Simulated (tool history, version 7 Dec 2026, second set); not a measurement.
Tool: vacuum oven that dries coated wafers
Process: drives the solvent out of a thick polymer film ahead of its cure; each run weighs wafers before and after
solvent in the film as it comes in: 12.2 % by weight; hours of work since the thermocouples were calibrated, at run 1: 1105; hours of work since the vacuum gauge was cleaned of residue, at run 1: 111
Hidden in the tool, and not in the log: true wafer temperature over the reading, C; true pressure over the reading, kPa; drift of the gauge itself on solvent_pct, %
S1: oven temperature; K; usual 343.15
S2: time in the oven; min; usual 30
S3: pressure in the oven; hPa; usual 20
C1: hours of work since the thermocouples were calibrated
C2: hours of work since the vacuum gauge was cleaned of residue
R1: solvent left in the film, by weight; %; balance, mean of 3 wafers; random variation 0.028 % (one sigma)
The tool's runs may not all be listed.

run,hour,S1,S2,S3,C1,C2,R1
1,0,343.15,30,20,1105,111,2.39
2,17.5,343.15,30,20,1113,119,2.34
3,29.9,343.15,30,20,1118,124,2.38
4,47,343.15,30,20,1126,132,2.4
5,62.2,342.15,30,20,1133,139,2.64
6,80.2,342.15,30,20,1141,147,2.59
7,89.3,342.15,30,20,1145,151,2.62
8,101.8,342.15,30,20,1151,157,2.58
9,114.7,342.15,30,20,1157,163,2.58
10,125.4,343.15,30,20,1161,167,2.37
11,143.9,343.15,29,20,1170,176,2.45
12,161.4,343.15,29,20,1178,184,2.43
13,176.9,343.15,30,34.8,1185,191,3.28
14,197.6,343.15,30,34.8,1194,200,3.33
# hour 200.5: oven's thermocouples calibrated
15,213.6,343.15,30,34.8,6,206,3.11
16,223.5,343.15,30,34.8,10,211,3.11
17,242.4,343.15,30,34.8,19,219,3.14
18,264.2,343.15,30,20,29,229,2.23
19,284.9,343.15,30,23.3,38,238,2.37
20,301.3,340.15,28,34.8,45,246,4.04
21,320.4,344.15,28,17.9,54,254,2.08
# hour 326.9: oven's thermocouples calibrated, once more
22,336.2,344.15,28,17.9,4,260,2.69
23,346.1,338.15,17,20,9,265,6.03
24,364.6,338.15,17,20,17,273,6.06
25,377.5,338.15,22,46.1,23,279,6.9
26,391.3,338.15,33,14.6,29,285,3.6
27,413.1,338.15,33,14.6,39,295,3.67
28,433,338.15,33,49.3,48,304,6.21
29,444.2,338.15,33,49.3,53,309,6.22
30,456.4,338.15,33,49.3,58,314,6.19
31,476.1,338.15,38,13.2,67,323,3.1
32,494.4,338.15,18,13.2,75,331,5.39
33,504.5,338.15,18,13.2,80,336,5.47
34,523.6,343.15,22,78.4,88,345,7.19
35,536,330.15,21,30.2,94,350,8.33

3 ways to go on from here, each from the tool as it stands after run 35. What would each give?
A,546.8,348.15,29,10.9,99,355,?
B,546.8,332.15,15,11,99,355,?
C,546.8,335.15,38,13.4,99,355,?

run,R1
A,1.41
B,7.39
C,3.97
Without the tool's hidden state the same runs would have given:
run,R1
A,1.32
B,7.3
C,3.84

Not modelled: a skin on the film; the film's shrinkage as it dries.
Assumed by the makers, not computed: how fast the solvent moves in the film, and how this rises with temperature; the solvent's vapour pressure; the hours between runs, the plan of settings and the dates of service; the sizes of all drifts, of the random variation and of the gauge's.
